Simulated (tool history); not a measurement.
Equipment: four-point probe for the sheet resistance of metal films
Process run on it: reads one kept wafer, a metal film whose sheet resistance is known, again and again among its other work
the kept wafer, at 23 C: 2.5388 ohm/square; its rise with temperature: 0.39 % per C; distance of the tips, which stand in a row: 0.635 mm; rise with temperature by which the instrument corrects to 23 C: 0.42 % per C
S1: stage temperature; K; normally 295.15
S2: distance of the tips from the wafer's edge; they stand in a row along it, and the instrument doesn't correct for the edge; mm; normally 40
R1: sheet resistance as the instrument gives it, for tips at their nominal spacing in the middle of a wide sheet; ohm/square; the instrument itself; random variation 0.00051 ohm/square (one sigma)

{"run": 1, "hour": 0.0, "S1": 295.15, "S2": 40, "R1": 2.548075}
{"run": 2, "hour": 50.0, "S1": 295.15, "S2": 72, "R1": 2.548343}
{"run": 3, "hour": 87.6, "S1": 295.15, "S2": 72, "R1": 2.547731}
{"run": 4, "hour": 143.7, "S1": 295.15, "S2": 14, "R1": 2.550724}
{"run": 5, "hour": 189.0, "S1": 292.15, "S2": 40, "R1": 2.550629}
{"run": 6, "hour": 223.9, "S1": 292.15, "S2": 40, "R1": 2.55044}
{"run": 7, "hour": 286.3, "S1": 295.15, "S2": 40, "R1": 2.548942}
{"run": 8, "hour": 336.0, "S1": 295.15, "S2": 6, "R1": 2.564591}
{"run": 9, "hour": 393.2, "S1": 295.15, "S2": 59, "R1": 2.549042}
{"run": 10, "hour": 439.3, "S1": 296.15, "S2": 59, "R1": 2.548786}
{"run": 11, "hour": 477.0, "S1": 294.15, "S2": 3, "R1": 2.609822}
{"run": 12, "hour": 511.9, "S1": 304.15, "S2": 20, "R1": 2.544438}
{"run": 13, "hour": 571.0, "S1": 301.15, "S2": 68, "R1": 2.54482}
{"run": 14, "hour": 613.7, "S1": 306.15, "S2": 44, "R1": 2.54287}
{"run": 15, "hour": 657.8, "S1": 294.15, "S2": 26, "R1": 2.551558}
{"run": 16, "hour": 721.5, "S1": 294.15, "S2": 26, "R1": 2.552953}
{"run": 17, "hour": 771.5, "S1": 294.15, "S2": 26, "R1": 2.552583}
{"run": 18, "hour": 834.8, "S1": 294.15, "S2": 26, "R1": 2.552347}

5 options for the next run, each taken on its own from the tool as it stands now. Forecast them:
{"run": "A", "hour": 870.0, "S1": 301.15, "S2": 53, "R1": "?"}
{"run": "B", "hour": 870.0, "S1": 299.15, "S2": 36, "R1": "?"}
{"run": "C", "hour": 870.0, "S1": 292.15, "S2": 40, "R1": "?"}
{"run": "D", "hour": 870.0, "S1": 296.15, "S2": 58, "R1": "?"}
{"run": "E", "hour": 870.0, "S1": 296.15, "S2": 34, "R1": "?"}

run=A R1=2.547509
run=B R1=2.548483
run=C R1=2.55332
run=D R1=2.549908
run=E R1=2.550698
With no hidden state in the tool, these same runs would have given:
run=A R1=2.536242
run=B R1=2.537185
run=C R1=2.541903
run=D R1=2.538562
run=E R1=2.539349
